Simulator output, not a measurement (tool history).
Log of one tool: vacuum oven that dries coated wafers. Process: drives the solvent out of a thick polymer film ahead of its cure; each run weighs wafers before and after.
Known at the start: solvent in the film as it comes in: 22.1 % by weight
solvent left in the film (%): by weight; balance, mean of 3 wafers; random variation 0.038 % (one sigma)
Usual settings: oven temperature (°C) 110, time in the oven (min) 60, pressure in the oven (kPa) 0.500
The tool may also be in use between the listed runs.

run    hour  oven temperature (°C)  time in the oven (min)  pressure in the oven (kPa)  solvent left in the film (%)
  1     0.0                    110                      60                       0.500                          1.20
  2    60.9                    110                      60                       0.500                          1.21
  3   107.6                    106                      60                       0.500                          1.91
  4   146.4                    110                      60                       0.972                          1.45
  5   192.8                    110                      60                       0.500                          1.20
  6   248.2                    110                      60                       0.500                          1.12
  7   287.4                    109                      60                       0.500                          1.39
  8   362.4                    110                      62                       0.500                          1.16
  9   411.1                    110                      62                       0.500                          1.10
 10   482.4                    110                      60                       1.945                          1.98
 11   525.6                    110                      94                       0.500                          0.51
 12   574.2                    110                      94                       0.500                          0.56
 13   631.1                    110                      60                       0.500                          1.18
 14   697.3                    110                      60                       0.500                          1.17
 15   775.5                    110                      60                       0.500                          1.16
 16   821.9                    110                      60                       0.500                          1.25
      883.2  -- oven's thermocouples calibrated
 17   889.8                     96                      60                       0.500                          4.94
 18   968.9                    110                      60                       0.955                          1.59
 19  1013.8                    110                      60                       0.955                          1.56
 20  1088.0                    110                      60                       0.500                          1.31
 21  1149.0                    110                      60                       0.500                          1.28
 22  1215.1                    110                      60                       1.656                          1.94
 23  1292.7                    110                      60                       1.656                          2.04
 24  1337.3                    110                      60                       1.656                          1.93

Run 25 comes next. What will it give?
 25  1393.3                     98                      80                       1.436                             ?

solvent left in the film (%): 3.44
Without the tool's hidden state the same run would have given solvent left in the film (%) 3.26.
